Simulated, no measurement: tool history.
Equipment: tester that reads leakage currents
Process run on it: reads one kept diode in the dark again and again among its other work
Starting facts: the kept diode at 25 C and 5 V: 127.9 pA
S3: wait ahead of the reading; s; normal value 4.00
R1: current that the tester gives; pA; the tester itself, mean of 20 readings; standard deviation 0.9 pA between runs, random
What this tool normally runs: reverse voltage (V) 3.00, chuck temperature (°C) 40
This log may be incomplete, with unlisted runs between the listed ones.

{"run": 1, "hour": 0.0, "reverse voltage (V)": 3.0, "chuck temperature (°C)": 40, "S3": 4.0, "R1": 323.93}
{"run": 2, "hour": 105.1, "reverse voltage (V)": 3.0, "chuck temperature (°C)": 40, "S3": 4.0, "R1": 324.12}
{"run": 3, "hour": 195.3, "reverse voltage (V)": 3.0, "chuck temperature (°C)": 40, "S3": 4.0, "R1": 322.93}
{"run": 4, "hour": 304.1, "reverse voltage (V)": 3.0, "chuck temperature (°C)": 54, "S3": 4.0, "R1": 818.18}
{"run": 5, "hour": 353.0, "reverse voltage (V)": 3.0, "chuck temperature (°C)": 54, "S3": 4.0, "R1": 812.47}
{"run": 6, "hour": 428.7, "reverse voltage (V)": 3.0, "chuck temperature (°C)": 35, "S3": 4.0, "R1": 232.14}
{"run": 7, "hour": 538.9, "reverse voltage (V)": 3.0, "chuck temperature (°C)": 35, "S3": 4.0, "R1": 232.95}
{"run": 8, "hour": 605.5, "reverse voltage (V)": 3.0, "chuck temperature (°C)": 35, "S3": 4.0, "R1": 232.98}
{"run": 9, "hour": 680.4, "reverse voltage (V)": 3.0, "chuck temperature (°C)": 35, "S3": 4.0, "R1": 234.07}
{"run": 10, "hour": 729.6, "reverse voltage (V)": 1.17, "chuck temperature (°C)": 40, "S3": 4.0, "R1": 206.08}
{"hour": 798.5, "done": "chuck's temperature calibrated"}
{"run": 11, "hour": 827.1, "reverse voltage (V)": 1.17, "chuck temperature (°C)": 40, "S3": 4.0, "R1": 190.8}
{"run": 12, "hour": 914.3, "reverse voltage (V)": 3.0, "chuck temperature (°C)": 40, "S3": 4.0, "R1": 307.58}
{"run": 13, "hour": 1020.4, "reverse voltage (V)": 3.0, "chuck temperature (°C)": 40, "S3": 4.0, "R1": 307.21}
{"run": 14, "hour": 1094.9, "reverse voltage (V)": 3.0, "chuck temperature (°C)": 40, "S3": 0.46, "R1": 308.73}
{"run": 15, "hour": 1171.1, "reverse voltage (V)": 3.0, "chuck temperature (°C)": 40, "S3": 0.46, "R1": 310.71}
{"run": 16, "hour": 1229.2, "reverse voltage (V)": 3.0, "chuck temperature (°C)": 40, "S3": 0.46, "R1": 311.56}
{"run": 17, "hour": 1283.5, "reverse voltage (V)": 3.0, "chuck temperature (°C)": 40, "S3": 0.46, "R1": 311.09}
{"run": 18, "hour": 1371.0, "reverse voltage (V)": 3.27, "chuck temperature (°C)": 40, "S3": 0.46, "R1": 326.16}
{"hour": 1435.8, "done": "probe card cleaned and baked"}
{"run": 19, "hour": 1489.1, "reverse voltage (V)": 3.0, "chuck temperature (°C)": 40, "S3": 4.0, "R1": 307.2}
{"run": 20, "hour": 1591.4, "reverse voltage (V)": 3.0, "chuck temperature (°C)": 40, "S3": 4.0, "R1": 309.67}
{"run": 21, "hour": 1686.4, "reverse voltage (V)": 3.0, "chuck temperature (°C)": 40, "S3": 4.0, "R1": 311.29}
{"run": 22, "hour": 1757.1, "reverse voltage (V)": 3.0, "chuck temperature (°C)": 40, "S3": 4.0, "R1": 308.82}
{"run": 23, "hour": 1812.3, "reverse voltage (V)": 3.0, "chuck temperature (°C)": 40, "S3": 4.0, "R1": 309.94}
{"run": 24, "hour": 1881.9, "reverse voltage (V)": 7.08, "chuck temperature (°C)": 60, "S3": 9.35, "R1": 1743.7}
{"run": 25, "hour": 1978.0, "reverse voltage (V)": 3.0, "chuck temperature (°C)": 40, "S3": 0.3, "R1": 314.08}
{"run": 26, "hour": 2063.7, "reverse voltage (V)": 3.0, "chuck temperature (°C)": 29, "S3": 2.57, "R1": 141.98}
{"run": 27, "hour": 2168.5, "reverse voltage (V)": 2.42, "chuck temperature (°C)": 25, "S3": 1.34, "R1": 95.95}
{"run": 28, "hour": 2265.3, "reverse voltage (V)": 13.97, "chuck temperature (°C)": 29, "S3": 1.88, "R1": 307.27}
{"run": 29, "hour": 2351.3, "reverse voltage (V)": 2.09, "chuck temperature (°C)": 22, "S3": 1.88, "R1": 71.35}
{"run": 30, "hour": 2398.5, "reverse voltage (V)": 3.71, "chuck temperature (°C)": 37, "S3": 6.04, "R1": 285.76}
{"run": 31, "hour": 2451.1, "reverse voltage (V)": 10.16, "chuck temperature (°C)": 40, "S3": 4.0, "R1": 575.13}
{"run": 32, "hour": 2548.2, "reverse voltage (V)": 10.16, "chuck temperature (°C)": 40, "S3": 4.0, "R1": 581.36}
{"run": 33, "hour": 2623.5, "reverse voltage (V)": 10.2, "chuck temperature (°C)": 55, "S3": 0.7, "R1": 1554.28}
{"run": 34, "hour": 2672.9, "reverse voltage (V)": 10.2, "chuck temperature (°C)": 55, "S3": 0.7, "R1": 1557.24}
{"run": 35, "hour": 2783.1, "reverse voltage (V)": 13.1, "chuck temperature (°C)": 56, "S3": 4.76, "R1": 1877.89}
{"run": 36, "hour": 2850.6, "reverse voltage (V)": 4.21, "chuck temperature (°C)": 40, "S3": 1.24, "R1": 379.43}
{"run": 37, "hour": 2939.7, "reverse voltage (V)": 1.89, "chuck temperature (°C)": 26, "S3": 0.36, "R1": 94.78}
{"run": 38, "hour": 3035.6, "reverse voltage (V)": 1.89, "chuck temperature (°C)": 26, "S3": 0.36, "R1": 95.04}

Run 39, settings as shown, results not yet in. Your forecast:
{"run": 39, "hour": 3097.1, "reverse voltage (V)": 1.12, "chuck temperature (°C)": 26, "S3": 0.52, "R1": "?"}

R1: 73.23 pA
Minus the tool's unlogged condition, the same run would have read R1 66.99 pA.

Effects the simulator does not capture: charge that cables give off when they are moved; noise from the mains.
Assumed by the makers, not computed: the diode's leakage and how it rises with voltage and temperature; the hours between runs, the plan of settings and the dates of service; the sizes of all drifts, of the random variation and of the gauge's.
